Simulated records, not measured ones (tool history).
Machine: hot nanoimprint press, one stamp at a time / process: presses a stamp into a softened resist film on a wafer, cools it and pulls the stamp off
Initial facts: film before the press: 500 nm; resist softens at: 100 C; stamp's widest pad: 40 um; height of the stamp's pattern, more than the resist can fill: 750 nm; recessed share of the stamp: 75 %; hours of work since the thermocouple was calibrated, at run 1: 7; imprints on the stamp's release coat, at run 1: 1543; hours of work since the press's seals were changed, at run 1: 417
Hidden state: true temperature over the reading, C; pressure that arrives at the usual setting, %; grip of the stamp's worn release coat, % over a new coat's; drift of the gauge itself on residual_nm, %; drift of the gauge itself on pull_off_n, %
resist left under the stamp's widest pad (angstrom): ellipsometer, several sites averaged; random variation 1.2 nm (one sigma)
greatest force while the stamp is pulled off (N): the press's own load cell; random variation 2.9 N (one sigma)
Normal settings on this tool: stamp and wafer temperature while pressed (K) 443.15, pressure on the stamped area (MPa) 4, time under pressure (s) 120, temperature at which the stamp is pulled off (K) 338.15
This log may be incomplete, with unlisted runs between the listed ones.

run	hour	stamp and wafer temperature while pressed (K)	pressure on the stamped area (MPa)	time under pressure (s)	temperature at which the stamp is pulled off (K)	hours of work since the thermocouple was calibrated	imprints on the stamp's release coat	hours of work since the press's seals were changed	resist left under the stamp's widest pad (angstrom)	greatest force while the stamp is pulled off (N)
1	0	443.15	4	120	338.15	7	1543	417	2221	205
2	10.5	443.15	4	120	338.15	15	1592	425	2207	211
3	33.9	443.15	5.97	120	338.15	33	1700	443	1887	216
4	45.5	443.15	5.97	120	338.15	42	1753	452	1890	214
5	67.4	443.15	3.16	120	338.15	58	1855	468	2441	225
6	84.2	443.15	4	71	338.15	71	1932	481	2708	234
7	98.1	443.15	4	71	338.15	82	1996	492	2731	237
8	119.9	443.15	4	120	338.15	98	2097	508	2239	237
9	130.9	443.15	4	120	338.15	107	2148	517	2239	233
# hour 152.9: stamp cleaned and given a new release coat
10	154	443.15	4	120	341.15	120	5	530	2237	132
11	171	443.15	4	120	341.15	133	84	543	2293	132
12	192.8	443.15	4	120	341.15	149	184	559	2263	140
13	203.6	443.15	4	120	341.15	158	234	568	2299	145
14	224.1	443.15	4	82	329.15	173	329	583	2608	162
15	246.6	443.15	3.36	125	338.15	190	433	601	2418	154
16	268	443.15	3.36	125	338.15	207	531	617	2446	159
17	285	443.15	3.36	125	338.15	220	610	630	2404	160
18	305.9	448.15	4.86	122	338.15	236	706	646	1736	168
19	324.7	442.15	4	166	338.15	250	793	660	2122	168
20	335.1	445.15	6.34	164	338.15	258	841	668	1538	174
21	346.1	443.15	2.55	120	340.15	266	892	677	2758	173
22	369.7	450.15	3.46	142	333.15	284	1001	695	1744	189
# hour 378.5: plate thermocouple calibrated
23	382.6	443.15	5.58	120	338.15	3	1047	702	1943	183
24	399.9	443.15	4	145	326.15	16	1126	715	2067	204
25	413.3	440.15	4	145	332.15	27	1188	726	2332	196
26	425.1	443.15	6.14	127	338.15	36	1242	734	1850	193

Forecast each of these 4 alternatives for the next run:
A	441.6	453.15	6.14	233	346.15	48	1319	747	?	?
B	441.6	443.15	3.51	197	329.15	48	1319	747	?	?
C	441.6	443.15	4.3	127	338.15	48	1319	747	?	?
D	441.6	435.15	4.34	127	332.15	48	1319	747	?	?

run	resist left under the stamp's widest pad (angstrom)	greatest force while the stamp is pulled off (N)
A	936	184
B	1954	211
C	2158	197
D	2886	202
Without the tool's hidden state the same runs would have given:
run	resist left under the stamp's widest pad (angstrom)	greatest force while the stamp is pulled off (N)
A	888	128
B	1894	147
C	2084	138
D	2799	141
